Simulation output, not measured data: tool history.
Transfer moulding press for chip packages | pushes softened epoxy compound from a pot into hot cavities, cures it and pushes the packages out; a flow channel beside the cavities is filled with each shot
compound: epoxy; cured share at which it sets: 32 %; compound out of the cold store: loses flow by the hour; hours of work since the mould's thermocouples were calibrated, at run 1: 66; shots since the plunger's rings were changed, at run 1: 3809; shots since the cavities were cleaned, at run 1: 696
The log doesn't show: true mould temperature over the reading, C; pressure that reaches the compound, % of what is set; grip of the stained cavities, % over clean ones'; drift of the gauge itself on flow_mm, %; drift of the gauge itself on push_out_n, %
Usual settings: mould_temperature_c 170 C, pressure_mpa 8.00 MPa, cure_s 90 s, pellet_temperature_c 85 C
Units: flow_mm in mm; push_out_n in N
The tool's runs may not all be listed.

run,hour,mould_temperature_c,pressure_mpa,cure_s,pellet_temperature_c,hours of work since the mould's thermocouples were calibrated,shots since the plunger's rings were changed,shots since the cavities were cleaned,incoming compound's hours out of the cold store,flow_mm,push_out_n
1,0.0,170,8.00,90,85,66,3809,696,18.1,838,533
2,10.9,170,8.00,90,85,75,3984,871,40.7,760,557
# hour 18.8: cavities cleaned with cleaning compound and waxed
3,27.5,170,9.58,90,85,86,4226,140,8.2,963,623
4,35.7,170,9.58,90,85,92,4358,272,32.4,858,636
5,48.5,170,9.58,90,85,102,4564,478,45.9,808,601
6,60.5,170,8.00,90,86,111,4756,670,23.9,810,628
7,74.4,170,8.00,90,85,121,4980,894,22.1,816,603
# hour 81.3: cavities cleaned with cleaning compound and waxed
# hour 88.5: cavities cleaned with cleaning compound and waxed, once more
8,91.2,170,8.00,90,85,132,5201,43,30.1,790,374
9,98.8,170,8.00,90,85,137,5323,165,8.1,867,433
10,111.7,170,8.00,90,85,147,5530,372,9.4,863,488
# hour 116.4: plunger's sealing rings changed
11,122.0,170,8.00,90,85,153,89,497,34.5,808,514
12,135.9,170,8.00,90,85,163,313,721,17.0,873,563
13,150.0,170,8.00,90,85,174,539,947,14.7,880,567
# hour 153.6: cavities cleaned with cleaning compound and waxed
14,165.4,170,8.00,90,85,184,762,188,44.8,768,441
15,176.9,170,8.00,90,85,193,948,374,21.9,849,489
16,188.8,170,8.00,90,85,202,1138,564,25.5,831,536
17,195.7,162,7.59,76,88,207,1249,675,36.4,807,1065
18,207.7,162,7.59,76,88,216,1443,869,22.6,861,1142
# hour 216.3: cavities cleaned with cleaning compound and waxed
19,220.7,172,6.99,129,77,225,1626,69,39.4,723,369
20,231.2,170,9.00,90,79,233,1796,239,8.4,955,452
21,244.5,170,9.00,90,79,243,2009,452,37.4,835,498
22,251.8,170,8.00,97,85,248,2125,568,46.4,755,503
23,258.3,170,8.56,74,85,253,2230,673,12.2,903,676
24,270.7,170,8.00,90,83,262,2430,873,39.9,772,568
# hour 279.2: cavities cleaned with cleaning compound and waxed
25,283.5,177,8.00,90,83,271,2610,69,8.9,856,355
26,294.5,166,8.00,71,83,279,2788,247,42.4,778,769
27,302.2,165,8.08,90,81,285,2912,371,47.0,771,588
28,311.8,170,8.00,90,92,292,3066,525,22.3,829,528

Forecast each of these 4 alternatives for the next run:
A,323.6,176,8.31,90,85,301,3256,715,41.1,?,?
B,323.6,173,9.79,90,93,301,3256,715,10.4,?,?
C,323.6,170,8.25,95,85,301,3256,715,35.8,?,?
D,323.6,175,9.14,90,79,301,3256,715,10.5,?,?

run,flow_mm,push_out_n
A,756,519
B,957,545
C,794,512
D,912,545
Without the tool's hidden state the same runs would have given:
run,flow_mm,push_out_n
A,778,323
B,984,342
C,816,319
D,938,341

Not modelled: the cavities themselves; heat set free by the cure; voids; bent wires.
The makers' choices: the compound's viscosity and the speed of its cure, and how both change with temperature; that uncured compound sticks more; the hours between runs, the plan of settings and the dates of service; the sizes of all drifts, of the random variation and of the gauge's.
